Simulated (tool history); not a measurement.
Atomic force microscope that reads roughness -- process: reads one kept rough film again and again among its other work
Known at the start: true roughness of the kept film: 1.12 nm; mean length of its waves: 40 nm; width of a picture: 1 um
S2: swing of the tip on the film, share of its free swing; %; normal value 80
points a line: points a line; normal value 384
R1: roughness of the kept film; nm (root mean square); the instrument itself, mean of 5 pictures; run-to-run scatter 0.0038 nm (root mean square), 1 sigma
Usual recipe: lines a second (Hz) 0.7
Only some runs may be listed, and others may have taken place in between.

Run 1, hour 0: usual settings. Result: R1 1.03 nm (root mean square).
Run 2, hour 7.2: usual settings. Result: R1 1.033 nm (root mean square).
Run 3, hour 15.5: usual settings but lines a second (Hz) 1.385. Result: R1 0.993 nm (root mean square).
Run 4, hour 22.9: usual settings but lines a second (Hz) 1.83. Result: R1 0.98 nm (root mean square).
Run 5, hour 28.3: usual settings but lines a second (Hz) 1.83. Result: R1 0.972 nm (root mean square).
Run 6, hour 41.2: usual settings but lines a second (Hz) 1.627. Result: R1 0.988 nm (root mean square).
Run 7, hour 48.1: usual settings but lines a second (Hz) 1.627. Result: R1 0.98 nm (root mean square).
Run 8, hour 53.9: usual settings but lines a second (Hz) 1.627. Result: R1 0.979 nm (root mean square).
Run 9, hour 63.6: usual settings but lines a second (Hz) 1.627. Result: R1 0.979 nm (root mean square).
Run 10, hour 70.7: usual settings. Result: R1 1.022 nm (root mean square).
Run 11, hour 82.2: usual settings. Result: R1 1.017 nm (root mean square).
Run 12, hour 95: usual settings. Result: R1 1.018 nm (root mean square).
Run 13, hour 105.1: usual settings. Result: R1 1.015 nm (root mean square).
Run 14, hour 116.2: usual settings. Result: R1 1.02 nm (root mean square).
Run 15, hour 126.4: usual settings but lines a second (Hz) 3.981. Result: R1 0.883 nm (root mean square).
Run 16, hour 139.8: usual settings. Result: R1 1.009 nm (root mean square).
Run 17, hour 145.5: usual settings. Result: R1 1.011 nm (root mean square).
At hour 147.6: height scale calibrated on a step standard.
Run 18, hour 154.4: usual settings but lines a second (Hz) 0.749. Result: R1 1.008 nm (root mean square).
Run 19, hour 166: usual settings. Result: R1 1.008 nm (root mean square).
Run 20, hour 176.8: usual settings. Result: R1 1.001 nm (root mean square).
Run 21, hour 182.3: usual settings. Result: R1 1.005 nm (root mean square).
Run 22, hour 191.5: usual settings. Result: R1 0.999 nm (root mean square).
Run 23, hour 202.8: usual settings. Result: R1 0.997 nm (root mean square).
At hour 207.6: new tip fitted.
Run 24, hour 210.7: usual settings but S2 78 %, points a line 334. Result: R1 1.05 nm (root mean square).
Run 25, hour 219.1: usual settings but points a line 488. Result: R1 1.041 nm (root mean square).
At hour 222.5: height scale calibrated on a step standard, once more.
Run 26, hour 230: usual settings but S2 57 %, points a line 679. Result: R1 1.079 nm (root mean square).
Run 27, hour 242.1: usual settings but S2 57 %, points a line 679. Result: R1 1.069 nm (root mean square).
Run 28, hour 251.8: usual settings but lines a second (Hz) 1.061, S2 69 %, points a line 329. Result: R1 1.052 nm (root mean square).
Run 29, hour 257.7: usual settings but lines a second (Hz) 0.516, points a line 387. Result: R1 1.051 nm (root mean square).
Run 30, hour 270.1: usual settings but lines a second (Hz) 0.516, points a line 387. Result: R1 1.048 nm (root mean square).
Run 31, hour 277.3: usual settings. Result: R1 1.04 nm (root mean square).
Run 32, hour 284.7: usual settings but lines a second (Hz) 0.512, points a line 365. Result: R1 1.055 nm (root mean square).
Run 33, hour 295: usual settings but lines a second (Hz) 0.512, points a line 365. Result: R1 1.048 nm (root mean square).
Run 34, hour 306.4: usual settings but lines a second (Hz) 1.193, points a line 556. Result: R1 1.014 nm (root mean square).
Run 35, hour 319.3: usual settings but lines a second (Hz) 0.566. Result: R1 1.044 nm (root mean square).
Run 36, hour 329: usual settings but lines a second (Hz) 0.566. Result: R1 1.037 nm (root mean square).
Run 37, hour 336: usual settings but lines a second (Hz) 0.566. Result: R1 1.04 nm (root mean square).
Run 38, hour 345.6: usual settings but S2 68 %, points a line 729. Result: R1 1.051 nm (root mean square).
Run 39, hour 352.7: usual settings but S2 68 %, points a line 729. Result: R1 1.05 nm (root mean square).
Run 40, hour 363.8: usual settings but S2 68 %, points a line 729. Result: R1 1.045 nm (root mean square).
Run 41, hour 372.7: usual settings but lines a second (Hz) 1.992, S2 63 %, points a line 370. Result: R1 1.019 nm (root mean square).
Run 42, hour 383.2: usual settings but lines a second (Hz) 2.912, S2 66 %, points a line 649. Result: R1 1.005 nm (root mean square).
Run 43, hour 391: usual settings but lines a second (Hz) 1.005, S2 69 %, points a line 301. Result: R1 1.024 nm (root mean square).
Run 44, hour 399.6: usual settings but lines a second (Hz) 1.494, S2 69 %, points a line 301. Result: R1 1.011 nm (root mean square).
Run 45, hour 408.3: usual settings but lines a second (Hz) 1.494, S2 69 %, points a line 301. Result: R1 1.012 nm (root mean square).
Run 46, hour 416: usual settings but lines a second (Hz) 1.494, S2 69 %, points a line 487. Result: R1 1.018 nm (root mean square).

Results for each run, recomputed without the tool's hidden state and with each run's random variation untouched:
Hidden conditions of the tool in this case: radius of the tip, nm; height scale over the true one, %; drift of the gauge itself on roughness_nm, %.
run     R1
  1  1.049
  2  1.053
  3  1.014
  4  1.001
  5  0.994
  6  1.012
  7  1.005
  8  1.004
  9  1.006
 10  1.051
 11  1.048
 12   1.05
 13  1.049
 14  1.055
 15  0.915
 16  1.047
 17  1.049
 18  1.049
 19   1.05
 20  1.045
 21   1.05
 22  1.045
 23  1.044
 24  1.054
 25  1.045
 26  1.082
 27  1.074
 28  1.058
 29  1.059
 30  1.058
 31   1.05
 32  1.066
 33   1.06
 34  1.028
 35   1.06
 36  1.054
 37  1.058
 38  1.071
 39  1.071
 40  1.068
 41  1.043
 42   1.03
 43  1.051
 44  1.038
 45   1.04
 46  1.047
